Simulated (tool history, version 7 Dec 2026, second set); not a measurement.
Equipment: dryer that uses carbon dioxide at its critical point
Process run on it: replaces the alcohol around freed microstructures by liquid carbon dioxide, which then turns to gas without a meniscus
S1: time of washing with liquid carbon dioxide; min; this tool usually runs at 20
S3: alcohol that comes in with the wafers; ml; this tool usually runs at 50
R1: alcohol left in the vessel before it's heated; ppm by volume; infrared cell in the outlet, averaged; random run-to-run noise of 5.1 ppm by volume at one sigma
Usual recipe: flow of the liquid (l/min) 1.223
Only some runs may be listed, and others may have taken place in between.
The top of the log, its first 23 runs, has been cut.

Run 24, hour 256.4: usual settings but S1 28 min, flow of the liquid (l/min) 0.840, S3 32 ml. Result: R1 103 ppm by volume.
Run 25, hour 263.0: usual settings but S1 28 min, flow of the liquid (l/min) 0.840, S3 32 ml. Result: R1 104 ppm by volume.
Run 26, hour 275.6: usual settings but S1 19 min, flow of the liquid (l/min) 1.920, S3 103 ml. Result: R1 57 ppm by volume.
Run 27, hour 287.8: usual settings but S1 17 min, S3 31 ml. Result: R1 141 ppm by volume.
Run 28, hour 301.5: usual settings but S1 17 min, S3 31 ml. Result: R1 135 ppm by volume.
Run 29, hour 310.0: usual settings but S1 22 min, flow of the liquid (l/min) 1.880, S3 52 ml. Result: R1 44 ppm by volume.
Run 30, hour 322.2: usual settings but S1 29 min, flow of the liquid (l/min) 1.880, S3 78 ml. Result: R1 48 ppm by volume.
Run 31, hour 328.4: usual settings but flow of the liquid (l/min) 1.530. Result: R1 63 ppm by volume.
Run 32, hour 339.1: usual settings but flow of the liquid (l/min) 0.840. Result: R1 435 ppm by volume.
Run 33, hour 345.8: usual settings but flow of the liquid (l/min) 1.470, S3 30 ml. Result: R1 64 ppm by volume.
Run 34, hour 358.7: usual settings but flow of the liquid (l/min) 1.470, S3 30 ml. Result: R1 67 ppm by volume.
Run 35, hour 366.7: usual settings but S1 28 min, flow of the liquid (l/min) 1.940, S3 32 ml. Result: R1 56 ppm by volume.
Run 36, hour 381.1: usual settings but S1 28 min, flow of the liquid (l/min) 1.940, S3 32 ml. Result: R1 50 ppm by volume.
Run 37, hour 390.0: usual settings but S1 14 min, flow of the liquid (l/min) 2.000. Result: R1 81 ppm by volume.
Run 38, hour 397.7: usual settings but S1 14 min, flow of the liquid (l/min) 1.100. Result: R1 580 ppm by volume.
Run 39, hour 409.1: usual settings but S1 14 min, flow of the liquid (l/min) 1.100. Result: R1 577 ppm by volume.
Run 40, hour 418.4: usual settings but S1 19 min, flow of the liquid (l/min) 1.610, S3 73 ml. Result: R1 77 ppm by volume.

Expected results for the next run?
Run 41, hour 428.0: usual settings but S1 19 min, flow of the liquid (l/min) 1.610, S3 73 ml. Result: R1 ?.

For run 41 the tool returned R1 74 ppm by volume.
Minus the tool's unlogged condition, the same run would have read R1 11 ppm by volume.
